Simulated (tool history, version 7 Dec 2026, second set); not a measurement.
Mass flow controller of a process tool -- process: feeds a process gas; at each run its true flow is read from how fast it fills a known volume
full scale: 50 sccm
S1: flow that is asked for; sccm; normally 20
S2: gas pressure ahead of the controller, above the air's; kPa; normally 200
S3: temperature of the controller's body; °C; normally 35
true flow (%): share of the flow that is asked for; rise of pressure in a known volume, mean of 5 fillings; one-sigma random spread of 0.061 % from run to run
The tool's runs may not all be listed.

{"run": 1, "hour": 0.0, "S1": 20, "S2": 200, "S3": 35, "true flow (%)": 99.03}
{"run": 2, "hour": 180.9, "S1": 18, "S2": 200, "S3": 35, "true flow (%)": 98.98}
{"run": 3, "hour": 421.7, "S1": 9, "S2": 200, "S3": 35, "true flow (%)": 98.45}
{"run": 4, "hour": 566.5, "S1": 20, "S2": 200, "S3": 35, "true flow (%)": 99.05}
{"run": 5, "hour": 860.1, "S1": 20, "S2": 200, "S3": 35, "true flow (%)": 99.05}
{"run": 6, "hour": 1134.3, "S1": 20, "S2": 200, "S3": 35, "true flow (%)": 99.08}
{"run": 7, "hour": 1325.9, "S1": 20, "S2": 200, "S3": 35, "true flow (%)": 99.04}
{"run": 8, "hour": 1615.4, "S1": 20, "S2": 200, "S3": 35, "true flow (%)": 99.09}
{"run": 9, "hour": 1929.7, "S1": 20, "S2": 200, "S3": 35, "true flow (%)": 98.93}
{"run": 10, "hour": 2110.7, "S1": 22, "S2": 200, "S3": 35, "true flow (%)": 99.2}
{"run": 11, "hour": 2312.5, "S1": 22, "S2": 200, "S3": 35, "true flow (%)": 99.18}
{"run": 12, "hour": 2510.9, "S1": 22, "S2": 200, "S3": 35, "true flow (%)": 99.16}
{"run": 13, "hour": 2704.0, "S1": 22, "S2": 200, "S3": 35, "true flow (%)": 99.1}
{"run": 14, "hour": 2859.0, "S1": 22, "S2": 173, "S3": 35, "true flow (%)": 99.34}
{"run": 15, "hour": 3138.8, "S1": 20, "S2": 171, "S3": 35, "true flow (%)": 99.32}
{"run": 16, "hour": 3383.4, "S1": 20, "S2": 171, "S3": 35, "true flow (%)": 99.37}
{"run": 17, "hour": 3634.9, "S1": 20, "S2": 171, "S3": 35, "true flow (%)": 99.19}
{"run": 18, "hour": 3929.7, "S1": 6, "S2": 256, "S3": 35, "true flow (%)": 97.87}
{"run": 19, "hour": 4219.4, "S1": 6, "S2": 256, "S3": 20, "true flow (%)": 96.98}
{"run": 20, "hour": 4367.5, "S1": 6, "S2": 256, "S3": 20, "true flow (%)": 97.11}
{"run": 21, "hour": 4535.6, "S1": 20, "S2": 252, "S3": 31, "true flow (%)": 98.39}
{"run": 22, "hour": 4723.0, "S1": 39, "S2": 210, "S3": 35, "true flow (%)": 100.09}
{"run": 23, "hour": 4958.7, "S1": 6, "S2": 249, "S3": 26, "true flow (%)": 97.55}
{"run": 24, "hour": 5246.0, "S1": 6, "S2": 249, "S3": 26, "true flow (%)": 97.37}
{"run": 25, "hour": 5402.8, "S1": 46, "S2": 200, "S3": 35, "true flow (%)": 100.29}
{"run": 26, "hour": 5689.1, "S1": 14, "S2": 182, "S3": 35, "true flow (%)": 98.88}
{"run": 27, "hour": 5988.5, "S1": 8, "S2": 169, "S3": 35, "true flow (%)": 98.58}
{"run": 28, "hour": 6186.0, "S1": 22, "S2": 157, "S3": 33, "true flow (%)": 99.27}
{"run": 29, "hour": 6376.3, "S1": 20, "S2": 170, "S3": 23, "true flow (%)": 98.55}
{"run": 30, "hour": 6546.6, "S1": 10, "S2": 200, "S3": 35, "true flow (%)": 98.56}
{"run": 31, "hour": 6803.2, "S1": 49, "S2": 200, "S3": 34, "true flow (%)": 100.51}

Branching from run 31: 4 alternative next runs. What would each branch give?
{"run": "A", "hour": 6978.2, "S1": 20, "S2": 200, "S3": 27, "true flow (%)": "?"}
{"run": "B", "hour": 6978.2, "S1": 28, "S2": 167, "S3": 27, "true flow (%)": "?"}
{"run": "C", "hour": 6978.2, "S1": 20, "S2": 202, "S3": 35, "true flow (%)": "?"}
{"run": "D", "hour": 6978.2, "S1": 8, "S2": 200, "S3": 30, "true flow (%)": "?"}

run=A true_flow_(%)=98.53
run=B true_flow_(%)=99.11
run=C true_flow_(%)=99.01
run=D true_flow_(%)=98.07
The same runs, with their run-to-run variation unchanged, on a tool lacking any hidden condition would have given:
run=A true_flow_(%)=98.53
run=B true_flow_(%)=99.11
run=C true_flow_(%)=99.01
run=D true_flow_(%)=98.06

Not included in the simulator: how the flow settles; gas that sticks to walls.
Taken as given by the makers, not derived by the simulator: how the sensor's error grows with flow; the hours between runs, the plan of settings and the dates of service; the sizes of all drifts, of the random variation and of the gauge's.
